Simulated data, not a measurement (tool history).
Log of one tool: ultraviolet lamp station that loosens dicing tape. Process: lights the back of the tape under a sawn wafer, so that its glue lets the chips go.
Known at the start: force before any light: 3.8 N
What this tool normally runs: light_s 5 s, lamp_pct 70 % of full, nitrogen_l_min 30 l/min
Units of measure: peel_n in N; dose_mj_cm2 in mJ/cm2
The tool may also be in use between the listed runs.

run	day	light_s	lamp_pct	nitrogen_l_min	peel_n	dose_mj_cm2
1	0.000	5	70	30	0.655	445
2	0.171	5	70	30	0.644	449
3	0.425	5	70	56	0.543	449
4	0.671	5	70	56	0.551	442
5	1.054	5	70	56	0.572	447
6	1.329	5	70	56	0.585	441
7	1.500	5	70	56	0.554	440
8	1.796	2	91	30	1.460	229
9	2.075	2	91	30	1.491	228
10	2.304	2	79	14	1.841	199
11	2.679	2	72	30	1.741	184

Measured less the same run without the tool's hidden state. The same run-to-run variation is in both; the gauge's scatter may not be:
The tool's hidden condition here consists of: lamp's light, % of a new lamp's; light that the window lets through, % of a clean one's; drift of the gauge itself on peel_n, %; drift of the gauge itself on dose_mj_cm2, %.
run	peel_n	dose_mj_cm2
1	+0.044	-21
2	+0.045	-22
3	+0.042	-22
4	+0.043	-23
5	+0.046	-24
6	+0.048	-25
7	+0.048	-25
8	+0.078	-13
9	+0.081	-14
10	+0.080	-12
11	+0.083	-12

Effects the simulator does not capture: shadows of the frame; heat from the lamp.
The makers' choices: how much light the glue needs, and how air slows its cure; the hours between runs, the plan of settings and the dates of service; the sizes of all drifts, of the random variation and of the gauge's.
